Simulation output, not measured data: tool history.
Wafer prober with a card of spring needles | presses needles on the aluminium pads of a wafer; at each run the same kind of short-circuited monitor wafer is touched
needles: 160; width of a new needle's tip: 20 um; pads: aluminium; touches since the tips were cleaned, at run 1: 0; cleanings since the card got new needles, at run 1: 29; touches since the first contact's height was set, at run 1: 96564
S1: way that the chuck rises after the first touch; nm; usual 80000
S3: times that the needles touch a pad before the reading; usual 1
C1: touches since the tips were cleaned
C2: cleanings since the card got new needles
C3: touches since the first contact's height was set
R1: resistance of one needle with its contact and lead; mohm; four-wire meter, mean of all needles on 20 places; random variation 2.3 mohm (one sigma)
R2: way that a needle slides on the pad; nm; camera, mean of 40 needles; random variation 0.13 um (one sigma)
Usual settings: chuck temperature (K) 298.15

Run 1, day 0.000: usual settings; C1 0; C2 29; C3 96564. Result: R1 265 mohm, R2 17120 nm.
Run 2, day 0.179: usual settings but chuck temperature (K) 358.15; C1 1157; C2 29; C3 97721. Result: R1 295 mohm, R2 16840 nm.
Run 3, day 0.371: usual settings but chuck temperature (K) 358.15; C1 2412; C2 29; C3 98976. Result: R1 307 mohm, R2 16820 nm.
At day 0.450: tips cleaned on abrasive film.
Run 4, day 0.712: usual settings but chuck temperature (K) 358.15; C1 1715; C2 30; C3 101178. Result: R1 301 mohm, R2 16980 nm.
At day 0.892: tips cleaned on abrasive film.
Run 5, day 0.942: usual settings but chuck temperature (K) 387.15; C1 340; C2 31; C3 102654. Result: R1 298 mohm, R2 16810 nm.
Run 6, day 1.262: usual settings; C1 2429; C2 31; C3 104743. Result: R1 293 mohm, R2 16800 nm.
At day 1.333: tips cleaned on abrasive film.
Run 7, day 1.546: usual settings; C1 1401; C2 32; C3 106574. Result: R1 286 mohm, R2 16630 nm.
Run 8, day 1.758: usual settings; C1 2790; C2 32; C3 107963. Result: R1 295 mohm, R2 17160 nm.
At day 1.792: tips cleaned on abrasive film.
Run 9, day 2.046: usual settings; C1 1678; C2 33; C3 109813. Result: R1 284 mohm, R2 16760 nm.
At day 2.229: tips cleaned on abrasive film.
Run 10, day 2.329: usual settings; C1 664; C2 34; C3 111632. Result: R1 276 mohm, R2 17010 nm.

The next listed run, before its measurement:
Run 11, day 2.529: usual settings but S1 64000 nm, S3 2; C1 1961; C2 34; C3 112929. Result: R1 ?, R2 ?.

R1: 290 mohm
R2: 13220 nm
Without the tool's hidden state the same run would have given R1 264 mohm, R2 13690 nm.
